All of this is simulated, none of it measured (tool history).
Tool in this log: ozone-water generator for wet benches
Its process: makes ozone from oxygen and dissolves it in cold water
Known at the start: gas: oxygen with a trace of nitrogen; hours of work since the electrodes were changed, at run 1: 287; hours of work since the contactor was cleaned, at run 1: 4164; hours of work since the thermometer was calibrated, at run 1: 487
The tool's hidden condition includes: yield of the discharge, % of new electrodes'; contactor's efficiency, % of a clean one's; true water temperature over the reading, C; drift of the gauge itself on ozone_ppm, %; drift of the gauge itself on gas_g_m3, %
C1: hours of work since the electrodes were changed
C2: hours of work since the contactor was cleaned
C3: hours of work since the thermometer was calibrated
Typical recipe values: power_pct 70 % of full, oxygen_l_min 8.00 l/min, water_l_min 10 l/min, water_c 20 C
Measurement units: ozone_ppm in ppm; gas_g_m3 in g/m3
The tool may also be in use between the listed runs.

{"run": 1, "hour": 0.0, "power_pct": 70, "oxygen_l_min": 8.0, "water_l_min": 10, "water_c": 20, "C1": 287, "C2": 4164, "C3": 487, "ozone_ppm": 42.5, "gas_g_m3": 240.1}
{"run": 2, "hour": 27.9, "power_pct": 70, "oxygen_l_min": 8.0, "water_l_min": 10, "water_c": 20, "C1": 310, "C2": 4187, "C3": 510, "ozone_ppm": 42.2, "gas_g_m3": 239.2}
{"run": 3, "hour": 41.6, "power_pct": 70, "oxygen_l_min": 8.0, "water_l_min": 10, "water_c": 20, "C1": 321, "C2": 4198, "C3": 521, "ozone_ppm": 42.1, "gas_g_m3": 238.7}
{"run": 4, "hour": 70.6, "power_pct": 70, "oxygen_l_min": 8.0, "water_l_min": 10, "water_c": 12, "C1": 344, "C2": 4221, "C3": 544, "ozone_ppm": 51.0, "gas_g_m3": 239.5}
{"run": 5, "hour": 88.7, "power_pct": 70, "oxygen_l_min": 8.0, "water_l_min": 10, "water_c": 12, "C1": 358, "C2": 4236, "C3": 559, "ozone_ppm": 51.0, "gas_g_m3": 239.5}
{"run": 6, "hour": 111.9, "power_pct": 70, "oxygen_l_min": 8.0, "water_l_min": 10, "water_c": 15, "C1": 377, "C2": 4254, "C3": 577, "ozone_ppm": 47.9, "gas_g_m3": 239.6}
{"run": 7, "hour": 125.8, "power_pct": 70, "oxygen_l_min": 8.0, "water_l_min": 10, "water_c": 15, "C1": 388, "C2": 4265, "C3": 589, "ozone_ppm": 47.5, "gas_g_m3": 239.3}
{"run": 8, "hour": 151.8, "power_pct": 70, "oxygen_l_min": 8.0, "water_l_min": 10, "water_c": 15, "C1": 409, "C2": 4286, "C3": 610, "ozone_ppm": 47.6, "gas_g_m3": 239.0}
{"run": 9, "hour": 182.1, "power_pct": 70, "oxygen_l_min": 8.0, "water_l_min": 10, "water_c": 14, "C1": 434, "C2": 4311, "C3": 634, "ozone_ppm": 48.6, "gas_g_m3": 240.4}
{"run": 10, "hour": 196.8, "power_pct": 70, "oxygen_l_min": 8.0, "water_l_min": 10, "water_c": 14, "C1": 446, "C2": 4323, "C3": 646, "ozone_ppm": 48.7, "gas_g_m3": 239.8}
{"run": 11, "hour": 214.3, "power_pct": 70, "oxygen_l_min": 8.0, "water_l_min": 7, "water_c": 20, "C1": 460, "C2": 4337, "C3": 660, "ozone_ppm": 48.2, "gas_g_m3": 238.7}
{"run": 12, "hour": 243.9, "power_pct": 70, "oxygen_l_min": 8.0, "water_l_min": 7, "water_c": 20, "C1": 484, "C2": 4361, "C3": 684, "ozone_ppm": 47.9, "gas_g_m3": 238.7}
{"run": 13, "hour": 261.5, "power_pct": 70, "oxygen_l_min": 11.66, "water_l_min": 10, "water_c": 14, "C1": 498, "C2": 4375, "C3": 698, "ozone_ppm": 41.1, "gas_g_m3": 183.7}
{"run": 14, "hour": 283.3, "power_pct": 92, "oxygen_l_min": 5.79, "water_l_min": 11, "water_c": 14, "C1": 515, "C2": 4392, "C3": 715, "ozone_ppm": 58.9, "gas_g_m3": 345.1}
{"run": 15, "hour": 298.8, "power_pct": 92, "oxygen_l_min": 5.79, "water_l_min": 11, "water_c": 16, "C1": 528, "C2": 4405, "C3": 728, "ozone_ppm": 56.2, "gas_g_m3": 345.6}
{"run": 16, "hour": 316.1, "power_pct": 60, "oxygen_l_min": 5.79, "water_l_min": 11, "water_c": 16, "C1": 542, "C2": 4419, "C3": 742, "ozone_ppm": 45.7, "gas_g_m3": 274.7}
{"run": 17, "hour": 336.7, "power_pct": 60, "oxygen_l_min": 5.79, "water_l_min": 11, "water_c": 16, "C1": 558, "C2": 4435, "C3": 759, "ozone_ppm": 46.0, "gas_g_m3": 277.6}
{"run": 18, "hour": 362.1, "power_pct": 60, "oxygen_l_min": 5.79, "water_l_min": 11, "water_c": 22, "C1": 579, "C2": 4456, "C3": 779, "ozone_ppm": 40.4, "gas_g_m3": 275.8}

Run 19, settings as shown, results not yet in. Your forecast:
{"run": 19, "hour": 383.7, "power_pct": 56, "oxygen_l_min": 8.0, "water_l_min": 12, "water_c": 23, "C1": 596, "C2": 4473, "C3": 796, "ozone_ppm": "?", "gas_g_m3": "?"}

Run 19 yielded ozone_ppm 32.8 ppm, gas_g_m3 213.4 g/m3.
Take away the tool's hidden state, keep the run-to-run variation as it was, and the same run would have given ozone_ppm 34.7 ppm, gas_g_m3 216.5 g/m3.
